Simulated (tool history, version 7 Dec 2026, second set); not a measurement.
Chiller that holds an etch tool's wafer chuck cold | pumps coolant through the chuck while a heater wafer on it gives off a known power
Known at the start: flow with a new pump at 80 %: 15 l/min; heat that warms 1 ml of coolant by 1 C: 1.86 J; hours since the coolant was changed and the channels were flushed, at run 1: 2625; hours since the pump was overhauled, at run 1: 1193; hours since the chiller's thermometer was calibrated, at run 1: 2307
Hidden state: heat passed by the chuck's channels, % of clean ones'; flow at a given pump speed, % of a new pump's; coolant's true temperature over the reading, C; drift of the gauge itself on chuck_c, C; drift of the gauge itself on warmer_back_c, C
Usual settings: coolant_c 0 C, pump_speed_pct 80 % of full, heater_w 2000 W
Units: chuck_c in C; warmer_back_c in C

run	hour	coolant_c	pump_speed_pct	heater_w	hours since the coolant was changed and the channels were flushed	hours since the pump was overhauled	hours since the chiller's thermometer was calibrated	chuck_c	warmer_back_c
1	0.0	0	80	2000	2625	1193	2307	12.8	4.32
2	90.8	0	80	2000	2716	1284	2398	12.9	4.30
3	146.0	0	80	2000	2771	1339	2453	12.5	4.34
4	213.1	0	80	2000	2838	1406	2520	12.7	4.31
5	272.5	0	80	2000	2898	1466	2579	12.6	4.28
6	346.5	1	80	2000	2972	1540	2653	13.8	4.23
7	464.8	1	80	2000	3090	1658	2772	13.7	4.29
# hour 506.2: chiller's thermometer calibrated
8	537.3	1	80	2000	3162	1730	31	13.8	4.22
9	625.2	1	80	2000	3250	1817	119	13.6	4.36
10	715.1	0	80	1343	3339	1907	209	8.6	2.87
11	841.4	0	80	1343	3466	2034	335	8.5	2.87
12	939.2	0	80	1343	3563	2131	433	8.5	2.89
13	1032.0	0	80	2000	3656	2224	526	12.8	4.29
14	1113.5	0	80	2000	3738	2306	607	12.8	4.29
15	1187.5	0	80	2000	3812	2380	681	12.8	4.27
16	1270.2	6	80	2000	3895	2462	764	18.8	4.29
17	1326.1	6	80	2000	3950	2518	820	18.9	4.28
18	1382.7	6	95	1698	4007	2575	876	15.6	3.10
19	1458.7	6	86	1698	4083	2651	952	16.2	3.39
20	1564.8	3	72	1752	4189	2757	1059	15.1	4.24
21	1654.1	0	61	2000	4278	2846	1148	15.5	5.64

Run 22 comes next. What will it give?
22	1765.5	0	61	2000	4390	2958	1259	?	?

Run 22 gave chuck_c 15.6 C, warmer_back_c 5.66 C.
Without the tool's hidden state the same run would have given chuck_c 15.6 C, warmer_back_c 5.66 C.
